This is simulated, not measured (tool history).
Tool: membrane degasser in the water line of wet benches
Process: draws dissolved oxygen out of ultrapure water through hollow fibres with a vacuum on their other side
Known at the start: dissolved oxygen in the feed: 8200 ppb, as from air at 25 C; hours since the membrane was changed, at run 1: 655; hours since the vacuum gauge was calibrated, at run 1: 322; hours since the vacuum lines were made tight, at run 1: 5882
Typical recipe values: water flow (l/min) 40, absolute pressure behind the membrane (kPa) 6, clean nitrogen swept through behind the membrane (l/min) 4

| run | hour | water flow (l/min) | absolute pressure behind the membrane (kPa) | clean nitrogen swept through behind the membrane (l/min) | hours since the membrane was changed | hours since the vacuum gauge was calibrated | hours since the vacuum lines were made tight | dissolved oxygen in the water behind the degasser (ppb) | pressure that the water loses in the fibres (kPa) |
|---|---|---|---|---|---|---|---|---|---|
| 1 | 0 | 40 | 6 | 4 | 655 | 322 | 5882 | 105 | 37.88 |
| 2 | 154.9 | 40 | 8.22 | 4 | 810 | 477 | 6037 | 154.9 | 37.68 |
| 3 | 295.4 | 40 | 8.22 | 4 | 950 | 618 | 6177 | 155.5 | 37.58 |
| 4 | 431.7 | 40 | 8.22 | 4 | 1086 | 754 | 6314 | 157.4 | 37.93 |
| 5 | 587 | 40 | 8.22 | 4 | 1242 | 909 | 6469 | 156.1 | 37.49 |
| 6 | 717.9 | 60 | 6 | 4 | 1373 | 1040 | 6600 | 285.2 | 56.64 |
| 7 | 880.9 | 60 | 6 | 4 | 1536 | 1203 | 6763 | 284.8 | 56.05 |
| 8 | 1033.9 | 40 | 6 | 4 | 1689 | 1356 | 6916 | 105.5 | 37.78 |
|  | 1056.4 | seals of the vacuum lines changed |
| 9 | 1121 | 40 | 6 | 3.37 | 1774 | 1441 | 65 | 118.7 | 37.53 |
| 10 | 1216.7 | 40 | 6 | 3.37 | 1869 | 1537 | 160 | 117.3 | 37.79 |
| 11 | 1328.8 | 40 | 6 | 10.91 | 1981 | 1649 | 272 | 65.6 | 37.19 |
| 12 | 1521.8 | 40 | 6 | 10.91 | 2174 | 1842 | 465 | 65.5 | 37.4 |
| 13 | 1660.2 | 40 | 6 | 10.91 | 2313 | 1980 | 604 | 65.2 | 37.36 |
| 14 | 1854.2 | 40 | 6 | 4 | 2507 | 2174 | 798 | 105.9 | 37.66 |
| 15 | 1937.9 | 40 | 6 | 4 | 2591 | 2258 | 881 | 108.8 | 37.44 |
| 16 | 2088.5 | 40 | 6 | 4 | 2741 | 2409 | 1032 | 107.1 | 37.48 |
| 17 | 2237.3 | 38 | 6 | 2.18 | 2890 | 2557 | 1181 | 141.5 | 35.65 |
| 18 | 2407.7 | 38 | 6 | 3.9 | 3060 | 2728 | 1351 | 96 | 35.53 |
| 19 | 2506.1 | 38 | 6 | 3.9 | 3159 | 2826 | 1450 | 95.7 | 35.36 |
| 20 | 2651.9 | 38 | 6 | 3.9 | 3305 | 2972 | 1595 | 95.5 | 35.5 |
| 21 | 2804.1 | 26 | 6 | 10.02 | 3457 | 3124 | 1748 | 21.7 | 24.55 |
| 22 | 2917.1 | 38 | 6 | 3.1 | 3570 | 3237 | 1861 | 111.6 | 35.27 |
| 23 | 3002.4 | 40 | 4.97 | 1.74 | 3655 | 3322 | 1946 | 128.4 | 37.01 |
| 24 | 3083.4 | 40 | 4.97 | 1.74 | 3736 | 3404 | 2027 | 128.7 | 37.52 |
| 25 | 3242.8 | 40 | 4.97 | 1.74 | 3895 | 3563 | 2186 | 126 | 37.3 |
| 26 | 3416 | 40 | 4.97 | 1.74 | 4069 | 3736 | 2360 | 130.1 | 37.44 |
| 27 | 3510.2 | 45 | 5.26 | 4 | 4163 | 3830 | 2454 | 121.6 | 41.78 |
| 28 | 3593.6 | 45 | 5.26 | 4 | 4246 | 3914 | 2537 | 120.8 | 41.78 |
| 29 | 3773.6 | 40 | 8.16 | 3.63 | 4426 | 4094 | 2717 | 167.7 | 36.81 |
|  | 3869.8 | vacuum gauge calibrated |
| 30 | 3890.4 | 40 | 12.09 | 3.63 | 4543 | 21 | 2834 | 263.8 | 36.7 |
| 31 | 4006.6 | 40 | 8.16 | 3.63 | 4659 | 137 | 2950 | 163.6 | 37.13 |
| 32 | 4117.1 | 40 | 12.95 | 7.36 | 4769 | 247 | 3060 | 171 | 36.76 |

Alternative continuations, all from the tool just after run 32; predict every row:
| A | 4291.7 | 36 | 8.49 | 3.05 | 4944 | 422 | 3235 | ? | ? |
| B | 4291.7 | 40 | 6 | 2.06 | 4944 | 422 | 3235 | ? | ? |
| C | 4291.7 | 48 | 12.95 | 7.36 | 4944 | 422 | 3235 | ? | ? |

| run | dissolved oxygen in the water behind the degasser (ppb) | pressure that the water loses in the fibres (kPa) |
|---|---|---|
| A | 170.1 | 33.3 |
| B | 160 | 37.2 |
| C | 233.2 | 44.16 |
Had the tool no hidden state, the same runs would have come out as:
| run | dissolved oxygen in the water behind the degasser (ppb) | pressure that the water loses in the fibres (kPa) |
|---|---|---|
| A | 170 | 34.2 |
| B | 159.8 | 38.19 |
| C | 232.9 | 45.34 |

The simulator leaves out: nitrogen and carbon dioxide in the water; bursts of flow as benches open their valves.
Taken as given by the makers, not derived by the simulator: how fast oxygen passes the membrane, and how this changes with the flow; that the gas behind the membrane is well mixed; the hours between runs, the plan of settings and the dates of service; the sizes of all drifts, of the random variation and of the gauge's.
